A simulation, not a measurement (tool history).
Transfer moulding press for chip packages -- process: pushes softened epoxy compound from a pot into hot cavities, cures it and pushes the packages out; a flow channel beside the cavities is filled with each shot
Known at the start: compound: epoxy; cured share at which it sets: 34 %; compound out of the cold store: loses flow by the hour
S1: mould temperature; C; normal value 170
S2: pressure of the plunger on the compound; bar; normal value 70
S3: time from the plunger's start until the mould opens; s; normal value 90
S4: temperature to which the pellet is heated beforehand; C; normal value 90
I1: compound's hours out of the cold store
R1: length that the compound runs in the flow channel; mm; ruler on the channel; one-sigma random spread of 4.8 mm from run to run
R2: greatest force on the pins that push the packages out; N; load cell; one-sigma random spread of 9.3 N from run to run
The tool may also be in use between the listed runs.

Run 1, hour 0: usual settings; I1 14.9. Result: R1 533 mm, R2 655 N.
At hour 2.1: cavities cleaned with cleaning compound and waxed.
Run 2, hour 6.8: usual settings but S4 85 C; I1 24.2. Result: R1 513 mm, R2 711 N.
Run 3, hour 13.6: usual settings but S4 85 C; I1 43.6. Result: R1 459 mm, R2 701 N.
Run 4, hour 22.6: usual settings but S4 85 C; I1 8.1. Result: R1 565 mm, R2 760 N.
Run 5, hour 27.6: usual settings but S4 85 C; I1 34.1. Result: R1 474 mm, R2 705 N.
Run 6, hour 36.4: usual settings but S2 72.3 bar, S4 85 C; I1 27.3. Result: R1 505 mm, R2 741 N.
Run 7, hour 41: usual settings; I1 46.2. Result: R1 432 mm, R2 709 N.
At hour 44.5: cavities cleaned with cleaning compound and waxed.
Run 8, hour 49.5: usual settings but S4 95 C; I1 34.6. Result: R1 464 mm, R2 462 N.
Run 9, hour 58.8: usual settings but S4 95 C; I1 24.9. Result: R1 497 mm, R2 527 N.
At hour 61.1: cavities cleaned with cleaning compound and waxed, once more.
Run 10, hour 70.4: usual settings; I1 27.9. Result: R1 493 mm, R2 498 N.
Run 11, hour 78.8: usual settings but S2 85.4 bar; I1 23.1. Result: R1 561 mm, R2 538 N.
Run 12, hour 87.1: usual settings; I1 29.3. Result: R1 484 mm, R2 589 N.
Run 13, hour 96: usual settings but S1 177 C; I1 41.1. Result: R1 429 mm, R2 497 N.
At hour 103.6: cavities cleaned with cleaning compound and waxed.
Run 14, hour 106.5: usual settings but S3 120 s; I1 10.5. Result: R1 552 mm, R2 372 N.
Run 15, hour 112.9: usual settings but S1 177 C, S3 80 s, S4 98 C; I1 29. Result: R1 470 mm, R2 446 N.
Run 16, hour 118.6: usual settings but S1 177 C, S3 80 s, S4 98 C; I1 26.7. Result: R1 468 mm, R2 476 N.
Run 17, hour 128.5: usual settings but S2 66.1 bar, S3 77 s; I1 25.8. Result: R1 477 mm, R2 769 N.
Run 18, hour 133.1: usual settings but S2 66.1 bar, S3 77 s, S4 94 C; I1 35.8. Result: R1 446 mm, R2 778 N.
Run 19, hour 141.7: usual settings but S1 172 C, S2 66.1 bar, S3 77 s, S4 94 C; I1 19.2. Result: R1 499 mm, R2 740 N.
At hour 145.9: cavities cleaned with cleaning compound and waxed.
Run 20, hour 150.9: usual settings but S2 57.4 bar, S3 111 s; I1 10.6. Result: R1 492 mm, R2 427 N.
Run 21, hour 161: usual settings but S2 64 bar, S3 106 s, S4 87 C; I1 33.6. Result: R1 446 mm, R2 469 N.
Run 22, hour 171.1: usual settings but S1 165 C, S3 121 s; I1 41.8. Result: R1 452 mm, R2 534 N.
Run 23, hour 176.5: usual settings but S1 172 C, S2 74.3 bar, S3 116 s; I1 24.5. Result: R1 506 mm, R2 505 N.
Run 24, hour 183.8: usual settings but S1 167 C, S3 105 s, S4 96 C; I1 30.3. Result: R1 485 mm, R2 593 N.
At hour 188.3: cavities cleaned with cleaning compound and waxed.
Run 25, hour 193.3: usual settings but S1 167 C, S3 105 s, S4 96 C; I1 36.3. Result: R1 464 mm, R2 443 N.
Run 26, hour 197.8: usual settings but S1 167 C, S3 105 s, S4 96 C; I1 41.1. Result: R1 446 mm, R2 457 N.
Run 27, hour 203.7: usual settings but S1 172 C, S2 66.2 bar, S3 101 s, S4 89 C; I1 37.8. Result: R1 434 mm, R2 443 N.
Run 28, hour 209.4: usual settings but S1 172 C, S2 66.2 bar, S3 101 s, S4 89 C; I1 17. Result: R1 487 mm, R2 479 N.

Alternative continuations, all from the tool just after run 28; predict every row:
Run A, hour 217.7: usual settings but S1 176 C, S3 100 s, S4 83 C; I1 23. Result: R1 ?, R2 ?.
Run B, hour 217.7: usual settings but S1 172 C, S2 66.2 bar, S3 101 s, S4 89 C; I1 40.1. Result: R1 ?, R2 ?.
Run C, hour 217.7: usual settings but S1 172 C, S2 53 bar, S3 108 s, S4 89 C; I1 35.9. Result: R1 ?, R2 ?.
Run D, hour 217.7: usual settings but S2 71.6 bar, S3 118 s, S4 89 C; I1 32.2. Result: R1 ?, R2 ?.
Run E, hour 217.7: usual settings but S2 66.2 bar, S3 86 s, S4 89 C; I1 9. Result: R1 ?, R2 ?.

run   R1   R2
  A  476  498
  B  427  493
  C  389  494
  D  478  495
  E  518  675
With no hidden state in the tool, these same runs would have given:
run   R1   R2
  A  503  365
  B  452  358
  C  412  361
  D  505  362
  E  548  480

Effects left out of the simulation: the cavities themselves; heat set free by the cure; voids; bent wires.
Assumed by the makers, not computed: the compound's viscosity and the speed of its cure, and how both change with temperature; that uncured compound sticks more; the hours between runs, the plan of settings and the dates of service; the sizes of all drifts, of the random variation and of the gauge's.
